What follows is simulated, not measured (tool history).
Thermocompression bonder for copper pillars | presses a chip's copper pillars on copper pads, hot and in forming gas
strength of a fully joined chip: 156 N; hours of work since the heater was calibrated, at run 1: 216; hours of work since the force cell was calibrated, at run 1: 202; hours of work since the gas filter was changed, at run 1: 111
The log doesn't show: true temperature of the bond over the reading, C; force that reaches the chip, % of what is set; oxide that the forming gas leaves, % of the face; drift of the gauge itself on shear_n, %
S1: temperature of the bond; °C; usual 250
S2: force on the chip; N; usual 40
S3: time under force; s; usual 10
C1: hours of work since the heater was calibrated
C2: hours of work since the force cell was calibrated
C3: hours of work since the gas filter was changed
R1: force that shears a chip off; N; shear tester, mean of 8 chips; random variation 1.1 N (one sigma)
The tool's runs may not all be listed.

| run | day | S1 | S2 | S3 | C1 | C2 | C3 | R1 |
|---|---|---|---|---|---|---|---|---|
| 1 | 0 | 250 | 40 | 10 | 216 | 202 | 111 | 96.1 |
| 2 | 0.617 | 250 | 40 | 10 | 226 | 212 | 121 | 96.5 |
| 3 | 1.112 | 250 | 40 | 10 | 234 | 220 | 129 | 96 |
| 4 | 1.638 | 250 | 40 | 10 | 242 | 229 | 138 | 95.1 |
| 5 | 2.192 | 250 | 40 | 10 | 251 | 237 | 147 | 95.6 |
| 6 | 2.467 | 250 | 40 | 10 | 255 | 242 | 151 | 97.1 |
| 7 | 3.008 | 250 | 40 | 10 | 264 | 251 | 160 | 95.8 |
| 8 | 3.562 | 250 | 40 | 10 | 273 | 259 | 169 | 93.9 |
| 9 | 3.875 | 250 | 40 | 17 | 278 | 264 | 174 | 109 |
| 10 | 4.225 | 250 | 40 | 10 | 284 | 270 | 179 | 94.9 |
| 11 | 4.512 | 235 | 33 | 10 | 288 | 275 | 184 | 66 |
| 12 | 4.771 | 240 | 57 | 5 | 292 | 279 | 188 | 80.8 |
| 13 | 5.062 | 235 | 57 | 6 | 297 | 283 | 193 | 78.4 |
|  | 5.179 | force cell calibrated |
| 14 | 5.392 | 242 | 40 | 8 | 301 | 3 | 197 | 78.5 |
| 15 | 5.683 | 257 | 37 | 12 | 306 | 8 | 202 | 103.1 |
| 16 | 5.983 | 257 | 37 | 12 | 311 | 13 | 206 | 102.8 |
| 17 | 6.45 | 229 | 40 | 10 | 318 | 20 | 214 | 69.1 |
|  | 6.55 | force cell calibrated, once more |
| 18 | 7.046 | 233 | 40 | 25 | 327 | 8 | 223 | 96.5 |
| 19 | 7.638 | 242 | 29 | 5 | 336 | 17 | 232 | 52.9 |
| 20 | 7.983 | 249 | 45 | 12 | 342 | 23 | 238 | 102.3 |

Hidden state or all else? Some run-to-run changes of R1, split into what the settings, what came in and random variation would give without the hidden state, and what is left for the hidden state (with any gauge scatter that isn't in both results):
Run 18 -> 19: S1 233 -> 242, S2 40 -> 29, S3 25 -> 5. R1 -43.6 N: hidden state +2.7, all else -46.3.
Run 19 -> 20: S1 242 -> 249, S2 29 -> 45, S3 5 -> 12. R1 +49.4 N: hidden state -3.2, all else +52.6.
